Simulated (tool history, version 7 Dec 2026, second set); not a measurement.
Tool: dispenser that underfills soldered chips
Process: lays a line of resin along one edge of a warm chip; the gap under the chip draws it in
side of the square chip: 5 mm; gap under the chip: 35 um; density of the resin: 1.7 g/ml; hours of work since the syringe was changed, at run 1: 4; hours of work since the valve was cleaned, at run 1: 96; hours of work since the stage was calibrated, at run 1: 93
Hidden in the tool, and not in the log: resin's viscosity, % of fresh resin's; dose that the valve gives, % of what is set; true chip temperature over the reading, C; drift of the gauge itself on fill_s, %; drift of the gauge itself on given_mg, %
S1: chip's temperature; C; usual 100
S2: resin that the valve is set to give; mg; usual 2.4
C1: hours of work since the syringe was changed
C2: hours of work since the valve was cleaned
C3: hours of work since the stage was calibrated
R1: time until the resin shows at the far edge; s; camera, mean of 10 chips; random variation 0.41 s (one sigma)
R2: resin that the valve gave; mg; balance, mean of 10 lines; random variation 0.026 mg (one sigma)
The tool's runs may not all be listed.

{"run": 1, "day": 0.0, "S1": 100, "S2": 2.4, "C1": 4, "C2": 96, "C3": 93, "R1": 39.8, "R2": 2.13}
{"day": 0.058, "done": "new syringe of resin"}
{"run": 2, "day": 0.288, "S1": 96, "S2": 2.4, "C1": 4, "C2": 100, "C3": 97, "R1": 42.7, "R2": 2.14}
{"day": 0.417, "done": "new syringe of resin"}
{"day": 0.638, "done": "dispensing valve cleaned and set on the balance"}
{"run": 3, "day": 0.646, "S1": 96, "S2": 2.4, "C1": 3, "C2": 0, "C3": 102, "R1": 40.7, "R2": 2.44}
{"day": 0.817, "done": "new syringe of resin"}
{"run": 4, "day": 1.012, "S1": 96, "S2": 2.4, "C1": 3, "C2": 6, "C3": 108, "R1": 39.9, "R2": 2.42}
{"day": 1.162, "done": "new syringe of resin"}
{"run": 5, "day": 1.212, "S1": 96, "S2": 2.4, "C1": 1, "C2": 9, "C3": 111, "R1": 34.4, "R2": 2.38}
{"day": 1.508, "done": "new syringe of resin"}
{"run": 6, "day": 1.592, "S1": 96, "S2": 2.4, "C1": 1, "C2": 14, "C3": 117, "R1": 34.7, "R2": 2.4}
{"day": 1.846, "done": "new syringe of resin"}
{"run": 7, "day": 1.954, "S1": 96, "S2": 2.4, "C1": 2, "C2": 20, "C3": 122, "R1": 37.1, "R2": 2.39}
{"run": 8, "day": 2.112, "S1": 96, "S2": 2.4, "C1": 4, "C2": 23, "C3": 125, "R1": 44.3, "R2": 2.35}
{"day": 2.188, "done": "new syringe of resin"}
{"run": 9, "day": 2.421, "S1": 100, "S2": 2.4, "C1": 4, "C2": 27, "C3": 129, "R1": 36.7, "R2": 2.36}
{"day": 2.529, "done": "new syringe of resin"}
{"run": 10, "day": 2.8, "S1": 100, "S2": 2.4, "C1": 4, "C2": 33, "C3": 135, "R1": 38.9, "R2": 2.37}
{"day": 2.871, "done": "new syringe of resin"}
{"run": 11, "day": 3.188, "S1": 100, "S2": 2.4, "C1": 5, "C2": 39, "C3": 141, "R1": 42, "R2": 2.32}
{"day": 3.221, "done": "new syringe of resin"}
{"run": 12, "day": 3.433, "S1": 96, "S2": 2.78, "C1": 3, "C2": 43, "C3": 145, "R1": 40.5, "R2": 2.64}
{"day": 3.554, "done": "new syringe of resin"}
{"run": 13, "day": 3.775, "S1": 104, "S2": 2.68, "C1": 3, "C2": 48, "C3": 150, "R1": 32.5, "R2": 2.52}
{"day": 3.9, "done": "new syringe of resin"}
{"run": 14, "day": 4.067, "S1": 107, "S2": 2.4, "C1": 3, "C2": 52, "C3": 154, "R1": 27.8, "R2": 2.28}
{"day": 4.258, "done": "new syringe of resin"}
{"run": 15, "day": 4.312, "S1": 90, "S2": 2.49, "C1": 1, "C2": 56, "C3": 158, "R1": 40.5, "R2": 2.39}
{"run": 16, "day": 4.512, "S1": 87, "S2": 3, "C1": 4, "C2": 59, "C3": 161, "R1": 56, "R2": 2.82}
{"day": 4.608, "done": "new syringe of resin"}
{"run": 17, "day": 4.85, "S1": 87, "S2": 3, "C1": 4, "C2": 64, "C3": 166, "R1": 55.6, "R2": 2.78}
{"day": 4.946, "done": "new syringe of resin"}
{"run": 18, "day": 5.096, "S1": 87, "S2": 3, "C1": 2, "C2": 68, "C3": 170, "R1": 48.6, "R2": 2.81}

The next listed run, before its measurement:
{"day": 5.3, "done": "new syringe of resin"}
{"run": 19, "day": 5.429, "S1": 98, "S2": 2.95, "C1": 2, "C2": 73, "C3": 175, "R1": "?", "R2": "?"}

Run 19 gave R1 35.2 s, R2 2.72 mg.
Without the tool's hidden state the same run would have given R1 30.7 s, R2 2.93 mg.
